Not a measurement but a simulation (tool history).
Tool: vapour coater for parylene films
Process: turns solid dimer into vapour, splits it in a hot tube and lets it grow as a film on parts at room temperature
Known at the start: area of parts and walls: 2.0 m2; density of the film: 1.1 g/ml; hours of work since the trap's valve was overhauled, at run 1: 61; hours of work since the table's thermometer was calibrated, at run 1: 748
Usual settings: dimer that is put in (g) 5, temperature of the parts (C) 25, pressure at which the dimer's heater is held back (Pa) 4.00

| run | hour | dimer that is put in (g) | temperature of the parts (C) | pressure at which the dimer's heater is held back (Pa) | hours of work since the trap's valve was overhauled | hours of work since the table's thermometer was calibrated | thickness of the film (nm) |
|---|---|---|---|---|---|---|---|
| 1 | 0.0 | 5 | 25 | 4.00 | 61 | 748 | 1648 |
| 2 | 57.9 | 5 | 25 | 4.00 | 97 | 784 | 1665 |
| 3 | 112.5 | 5 | 25 | 4.00 | 131 | 818 | 1648 |
| 4 | 150.1 | 5 | 25 | 4.00 | 155 | 841 | 1652 |
| 5 | 211.0 | 5 | 25 | 4.00 | 193 | 879 | 1645 |
|  | 215.5 | table's thermometer calibrated |
| 6 | 272.5 | 5 | 25 | 4.00 | 230 | 35 | 1553 |
| 7 | 318.4 | 5 | 25 | 7.28 | 259 | 64 | 1491 |
| 8 | 345.9 | 5 | 25 | 7.28 | 276 | 81 | 1489 |
| 9 | 388.7 | 5 | 25 | 7.28 | 302 | 108 | 1482 |
| 10 | 440.2 | 5 | 34 | 4.77 | 334 | 140 | 1026 |
| 11 | 498.2 | 4 | 34 | 4.76 | 370 | 176 | 805 |
| 12 | 539.2 | 3 | 25 | 4.24 | 396 | 201 | 909 |
|  | 547.6 | trap's valve overhauled |
| 13 | 593.4 | 3 | 20 | 10.36 | 28 | 232 | 1046 |
| 14 | 637.4 | 5 | 20 | 6.79 | 56 | 260 | 1784 |
| 15 | 684.2 | 6 | 20 | 6.79 | 85 | 289 | 2126 |
| 16 | 712.5 | 3 | 26 | 4.85 | 102 | 306 | 811 |
| 17 | 749.6 | 3 | 26 | 4.85 | 126 | 329 | 820 |
| 18 | 804.0 | 6 | 26 | 4.00 | 159 | 363 | 1683 |

5 ways to go on from here, each from the tool as it stands after run 18. What would each give?
| A | 849.3 | 6 | 36 | 4.00 | 187 | 391 | ? |
| B | 849.3 | 4 | 29 | 2.53 | 187 | 391 | ? |
| C | 849.3 | 3 | 20 | 4.00 | 187 | 391 | ? |
| D | 849.3 | 5 | 25 | 4.00 | 187 | 391 | ? |
| E | 849.3 | 5 | 20 | 2.35 | 187 | 391 | ? |

| run | thickness of the film (nm) |
|---|---|
| A | 1054 |
| B | 1003 |
| C | 1098 |
| D | 1430 |
| E | 1878 |
Without the tool's hidden state the same runs would have given:
| run | thickness of the film (nm) |
|---|---|
| A | 1185 |
| B | 1128 |
| C | 1234 |
| D | 1611 |
| E | 2114 |
